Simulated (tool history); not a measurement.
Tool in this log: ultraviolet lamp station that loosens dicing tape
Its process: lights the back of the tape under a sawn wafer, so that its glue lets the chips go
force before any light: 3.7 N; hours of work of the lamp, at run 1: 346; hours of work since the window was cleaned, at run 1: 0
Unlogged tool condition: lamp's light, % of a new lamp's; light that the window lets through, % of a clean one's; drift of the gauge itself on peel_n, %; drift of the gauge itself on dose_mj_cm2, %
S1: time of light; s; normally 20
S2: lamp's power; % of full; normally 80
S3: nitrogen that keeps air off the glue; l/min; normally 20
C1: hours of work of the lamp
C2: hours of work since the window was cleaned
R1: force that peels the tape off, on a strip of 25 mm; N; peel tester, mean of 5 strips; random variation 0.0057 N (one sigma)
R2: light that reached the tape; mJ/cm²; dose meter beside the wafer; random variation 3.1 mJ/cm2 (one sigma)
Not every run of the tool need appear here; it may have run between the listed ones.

run	hour	S1	S2	S3	C1	C2	R1	R2
1	0.0	20	80	20	346	0	0.208	379
2	44.7	20	80	20	374	28	0.209	371
3	122.5	20	80	20	424	78	0.236	357
4	200.8	20	80	20	474	128	0.250	343
5	291.1	20	80	20	531	185	0.275	328
6	378.0	20	80	15	586	240	0.375	315
# hour 410.6: lamp changed
7	467.4	20	80	6	36	297	0.342	430
8	557.4	20	80	6	93	354	0.348	417
9	636.9	20	80	6	144	404	0.400	401
# hour 672.8: window cleaned of glue's vapour
10	685.1	20	80	15	174	8	0.205	421
11	734.3	20	80	15	205	39	0.201	416
12	799.3	20	70	15	247	80	0.287	349
13	876.4	12	80	20	296	129	0.506	234
14	927.4	12	80	20	328	162	0.566	227
15	977.3	19	80	20	360	194	0.231	348
16	1075.7	19	80	20	423	256	0.250	340
17	1126.0	20	80	20	455	288	0.253	347
18	1197.3	20	80	20	500	333	0.264	332
19	1286.1	20	80	20	556	390	0.291	316
# hour 1342.3: window cleaned of glue's vapour
# hour 1366.5: lamp changed
20	1375.8	20	80	20	6	21	0.147	460
21	1424.2	20	77	20	37	51	0.154	434
22	1464.4	20	77	20	62	77	0.157	430
23	1537.4	14	95	18	109	123	0.248	355
24	1626.3	14	95	15	165	180	0.296	344
25	1721.1	16	65	35	225	240	0.327	261
26	1812.4	36	94	20	283	298	0.088	806
27	1852.8	21	78	20	309	324	0.210	391
28	1899.8	21	78	20	339	354	0.205	375
29	1981.7	20	64	29	391	406	0.298	281
# hour 2013.8: window cleaned of glue's vapour
30	2064.9	20	80	14	444	33	0.263	358
31	2146.4	16	60	20	496	84	0.626	209
32	2245.5	20	64	10	559	147	0.595	261
33	2304.3	20	64	10	596	185	0.653	251
# hour 2320.9: lamp changed
34	2383.0	20	80	16	39	234	0.177	432
35	2482.2	30	76	8	103	297	0.150	598
36	2553.1	16	60	20	148	342	0.460	242
37	2627.5	16	60	26	195	390	0.449	237
# hour 2685.9: window cleaned of glue's vapour
38	2702.0	17	91	20	242	10	0.189	400

Run 39 has not been measured yet. What should we expect?
39	2788.1	17	91	20	297	65	?	?

Run 39 came out at R1 0.200 N, R2 383 mJ/cm².
The same run, on a tool lacking any hidden state, would have yielded R1 0.147 N, R2 453 mJ/cm².
